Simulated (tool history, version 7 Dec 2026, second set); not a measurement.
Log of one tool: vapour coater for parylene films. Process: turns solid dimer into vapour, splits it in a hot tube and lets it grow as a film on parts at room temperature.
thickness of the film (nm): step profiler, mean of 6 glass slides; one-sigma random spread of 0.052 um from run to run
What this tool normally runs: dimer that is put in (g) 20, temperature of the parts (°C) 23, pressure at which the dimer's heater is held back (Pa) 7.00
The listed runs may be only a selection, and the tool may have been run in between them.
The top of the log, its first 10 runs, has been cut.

run	hour	dimer that is put in (g)	temperature of the parts (°C)	pressure at which the dimer's heater is held back (Pa)	hours of work since the trap's valve was overhauled	hours of work since the table's thermometer was calibrated	thickness of the film (nm)
11	596.4	20	23	7.00	70	1612	5940
12	653.4	20	18	7.00	115	1657	6820
13	711.9	20	23	7.00	161	1703	5900
# hour 773.5: trap's valve overhauled
14	783.9	20	23	7.00	8	1756	6010
15	858.1	20	23	7.00	67	1815	5940
16	942.2	20	23	7.00	133	1881	6010
# hour 971.6: table's thermometer calibrated
17	985.9	20	23	7.00	166	11	5920
# hour 1043.9: trap's valve overhauled
18	1073.8	20	23	7.00	24	77	5960
19	1138.8	20	23	7.00	75	128	5970
20	1195.7	31	21	6.88	120	173	9900
21	1233.4	9	23	7.00	149	203	2690
22	1278.1	25	34	7.00	184	238	5390
# hour 1310.8: trap's valve overhauled
23	1329.8	12	23	7.00	15	276	3540
24	1374.5	33	23	6.80	50	311	9790
25	1431.6	34	18	7.88	95	356	11310
26	1469.7	34	18	7.88	125	386	11310
27	1529.1	20	23	2.17	172	432	7800
# hour 1578.1: trap's valve overhauled
28	1621.9	33	32	2.97	34	502	9240
29	1695.7	20	33	8.82	93	561	4230
30	1760.4	20	23	7.08	144	611	5900
31	1796.9	13	30	7.08	172	640	3160
32	1836.5	13	30	7.08	203	671	3180
# hour 1848.2: trap's valve overhauled
33	1876.3	8	31	2.29	22	700	2420
34	1957.3	8	31	2.29	86	763	2480
35	1994.6	13	16	2.71	115	793	5810

5 ways to go on from here, each from the tool as it stands after run 35. What would each give?
A	2062.6	10	16	2.71	169	846	?
B	2062.6	9	16	3.39	169	846	?
C	2062.6	10	17	6.20	169	846	?
D	2062.6	30	29	6.15	169	846	?
E	2062.6	29	23	7.00	169	846	?

run	thickness of the film (nm)
A	4440
B	3830
C	3660
D	7780
E	8620
With the hidden condition removed and each run's random variation left untouched, the same runs would have given:
run	thickness of the film (nm)
A	4460
B	3840
C	3680
D	7810
E	8650
